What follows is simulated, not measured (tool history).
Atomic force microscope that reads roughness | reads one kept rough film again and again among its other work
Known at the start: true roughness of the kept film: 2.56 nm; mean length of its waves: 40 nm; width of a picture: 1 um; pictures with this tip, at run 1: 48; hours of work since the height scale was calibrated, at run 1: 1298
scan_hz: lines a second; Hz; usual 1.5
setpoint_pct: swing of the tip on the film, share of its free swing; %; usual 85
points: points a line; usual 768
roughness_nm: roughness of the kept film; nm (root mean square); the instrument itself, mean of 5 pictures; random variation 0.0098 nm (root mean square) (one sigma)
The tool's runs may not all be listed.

run     day  scan_hz  setpoint_pct  points  pictures with this tip  hours of work since the height scale was calibrated  roughness_nm
  1       0      1.5            85     768                      48                                                 1298          2.15
      1.192  -- new tip fitted
  2   2.342      1.5            85     512                      45                                                 1329         2.099
      3.392  -- new tip fitted
  3   4.983      1.5            85     512                      62                                                 1365         2.094
      5.654  -- new tip fitted
      7.912  -- new tip fitted
  4   7.912      1.5            85     512                       0                                                 1403         2.245
  5   9.779     0.63            85     768                      74                                                 1429         2.158
     10.358  -- new tip fitted
     12.746  -- new tip fitted
  6  12.975     0.63            85     768                       8                                                 1471         2.353
       15.3  -- new tip fitted
  7  15.796     0.87            85     768                      19                                                 1509         2.304
     16.638  -- height scale calibrated on a step standard
     17.675  -- new tip fitted
  8  18.625      1.5            85     458                      37                                                   26         2.123
     19.962  -- new tip fitted
     22.342  -- new tip fitted
  9  22.367      1.5            85     458                       1                                                   76         2.237
     24.762  -- new tip fitted
 10  25.367      1.5            85     753                      24                                                  116          2.14
     27.121  -- new tip fitted
 11  27.646      1.5            85     753                      21                                                  147         2.171
     29.375  -- new tip fitted
 12  30.408      1.5            85     753                      41                                                  183         2.106
     31.733  -- new tip fitted
 13  32.788     1.15            83     753                      41                                                  215         2.176
     33.954  -- new tip fitted
     36.321  -- new tip fitted
 14  36.504     1.72            83     811                       7                                                  264         2.218
     38.596  -- new tip fitted
 15  39.271      1.1            55     811                      27                                                  301         2.348
     40.808  -- new tip fitted
 16   41.35     1.96            85     768                      21                                                  329          2.14
       43.2  -- new tip fitted
 17  43.433     1.96            85     768                       9                                                  357         2.162
     45.538  -- new tip fitted
 18  46.075     3.05            61     448                      21                                                  392         2.256
     47.788  -- new tip fitted
 19  47.958     3.05            61     448                       7                                                  417         2.326
     49.988  -- new tip fitted
 20  50.971     0.52            75     448                      38                                                  457         2.269
     52.279  -- new tip fitted
 21  53.171     1.66            77     448                      35                                                  486         2.172
     54.654  -- new tip fitted
 22  55.446      0.8            61     613                      31                                                  517          2.31
     56.938  -- new tip fitted
 23  58.608      1.5            85     371                      66                                                  559         2.072
     59.196  -- new tip fitted
 24  60.408     0.73            57     552                      47                                                  583         2.293

Forecast each of these 4 alternatives for the next run:
     61.454  -- new tip fitted
     63.721  -- new tip fitted
  A  63.721     2.07            71     552                       0                                                  627             ?
     61.454  -- new tip fitted
     63.721  -- new tip fitted
  B  63.721     0.86            57     552                       0                                                  627             ?
     61.454  -- new tip fitted
     63.721  -- new tip fitted
  C  63.721     1.86            58     552                       0                                                  627             ?
     61.454  -- new tip fitted
     63.721  -- new tip fitted
  D  63.721     1.92            90     356                       0                                                  627             ?

run  roughness_nm
  A         2.324
  B         2.442
  C         2.407
  D         2.129
Without the tool's hidden state the same runs would have given:
run  roughness_nm
  A         2.305
  B         2.422
  C         2.387
  D         2.111

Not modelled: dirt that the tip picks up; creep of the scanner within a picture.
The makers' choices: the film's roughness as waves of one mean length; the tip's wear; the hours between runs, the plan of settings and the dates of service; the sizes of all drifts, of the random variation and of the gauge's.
